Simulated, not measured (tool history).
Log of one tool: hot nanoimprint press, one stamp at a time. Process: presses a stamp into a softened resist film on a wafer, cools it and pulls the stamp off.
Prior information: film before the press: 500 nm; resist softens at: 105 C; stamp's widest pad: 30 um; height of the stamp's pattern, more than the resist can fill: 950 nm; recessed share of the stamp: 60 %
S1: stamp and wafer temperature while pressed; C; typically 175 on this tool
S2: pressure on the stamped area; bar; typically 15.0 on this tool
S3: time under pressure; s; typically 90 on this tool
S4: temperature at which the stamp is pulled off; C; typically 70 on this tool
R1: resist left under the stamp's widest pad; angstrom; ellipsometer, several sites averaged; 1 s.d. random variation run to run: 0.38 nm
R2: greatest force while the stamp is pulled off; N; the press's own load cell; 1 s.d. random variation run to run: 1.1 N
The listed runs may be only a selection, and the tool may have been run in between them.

run	hour	S1	S2	S3	S4	R1	R2
1	0.0	175	15.0	90	70	2763	152
# hour 41.7: press's hydraulic seals changed and the load cell set to zero
2	99.6	175	15.0	90	70	2694	156
3	171.8	175	15.0	90	70	2685	157
4	263.5	175	15.0	90	63	2680	184
5	324.6	175	15.0	90	63	2676	182
6	417.3	175	15.0	90	63	2674	186
# hour 487.5: plate thermocouple calibrated
7	501.5	175	15.0	90	65	2588	179
8	572.0	175	15.0	90	65	2592	181
9	632.1	175	15.0	90	65	2593	180
# hour 659.8: plate thermocouple calibrated, once more
10	679.5	175	15.0	90	65	2754	191
11	740.3	175	15.0	90	65	2750	190
12	813.8	175	15.0	90	65	2750	193
# hour 862.9: stamp cleaned and given a new release coat
13	870.4	170	18.3	59	73	3282	143
14	932.1	170	18.3	75	59	3087	194
15	977.8	170	9.4	75	58	3957	197
16	1073.0	170	14.4	90	70	3258	159
17	1113.2	176	15.0	119	72	2427	151
18	1192.4	164	15.0	107	72	3642	154
19	1268.7	164	15.0	100	74	3689	148
20	1324.6	166	15.0	90	70	3571	162

5 options for the next run, each taken on its own from the tool as it stands now. Forecast them:
A	1366.3	175	14.9	90	70	?	?
B	1366.3	175	15.0	90	67	?	?
C	1366.3	175	14.9	90	70	?	?
D	1366.3	177	15.0	55	70	?	?
E	1366.3	166	15.0	90	64	?	?

run	R1	R2
A	2724	165
B	2724	175
C	2728	163
D	2946	164
E	3566	184
What these runs would have given with no unlogged condition in the tool:
run	R1	R2
A	2755	155
B	2754	165
C	2758	154
D	2974	155
E	3610	173

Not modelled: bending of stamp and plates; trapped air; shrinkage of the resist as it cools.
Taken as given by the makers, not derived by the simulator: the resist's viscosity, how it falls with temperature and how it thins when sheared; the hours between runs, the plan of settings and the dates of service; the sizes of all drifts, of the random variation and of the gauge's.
